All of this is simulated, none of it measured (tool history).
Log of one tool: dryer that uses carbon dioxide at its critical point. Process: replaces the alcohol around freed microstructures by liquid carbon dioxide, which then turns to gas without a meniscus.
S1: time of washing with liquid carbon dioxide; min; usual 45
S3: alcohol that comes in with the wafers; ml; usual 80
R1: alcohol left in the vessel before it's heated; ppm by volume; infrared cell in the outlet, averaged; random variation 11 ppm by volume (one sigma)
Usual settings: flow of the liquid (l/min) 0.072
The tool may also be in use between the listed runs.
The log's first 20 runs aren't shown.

run 21 day=21.021 | S1=40 flow_of_the_liquid_(l/min)=0.0816 S3=90 | R1=1227
run 22 day=21.862 | S1=40 flow_of_the_liquid_(l/min)=0.0816 S3=90 | R1=1282
run 23 day=22.55 | S1=40 flow_of_the_liquid_(l/min)=0.0816 S3=90 | R1=1304
run 24 day=23.858 | S1=28 flow_of_the_liquid_(l/min)=0.072 S3=35 | R1=3301
run 25 day=25.346 | S1=45 flow_of_the_liquid_(l/min)=0.1154 S3=101 | R1=157
run 26 day=26.892 | S1=45 flow_of_the_liquid_(l/min)=0.1154 S3=101 | R1=161
run 27 day=27.562 | S1=37 flow_of_the_liquid_(l/min)=0.1047 S3=62 | R1=485
run 28 day=29.046 | S1=72 flow_of_the_liquid_(l/min)=0.0845 S3=80 | R1=78
run 29 day=30.2 | S1=72 flow_of_the_liquid_(l/min)=0.0845 S3=80 | R1=89
run 30 day=31.554 | S1=72 flow_of_the_liquid_(l/min)=0.0845 S3=80 | R1=100

4 ways to go on from here, each from the tool as it stands after run 30. What would each give?
run A day=32.4 | S1=45 flow_of_the_liquid_(l/min)=0.0548 S3=80 | R1=?
run B day=32.4 | S1=33 flow_of_the_liquid_(l/min)=0.0686 S3=27 | R1=?
run C day=32.4 | S1=45 flow_of_the_liquid_(l/min)=0.072 S3=25 | R1=?
run D day=32.4 | S1=50 flow_of_the_liquid_(l/min)=0.0845 S3=80 | R1=?

run=A R1=4379
run=B R1=2116
run=C R1=522
run=D R1=444
Without the tool's hidden state the same runs would have given:
run=A R1=2374
run=B R1=1196
run=C R1=218
run=D R1=141

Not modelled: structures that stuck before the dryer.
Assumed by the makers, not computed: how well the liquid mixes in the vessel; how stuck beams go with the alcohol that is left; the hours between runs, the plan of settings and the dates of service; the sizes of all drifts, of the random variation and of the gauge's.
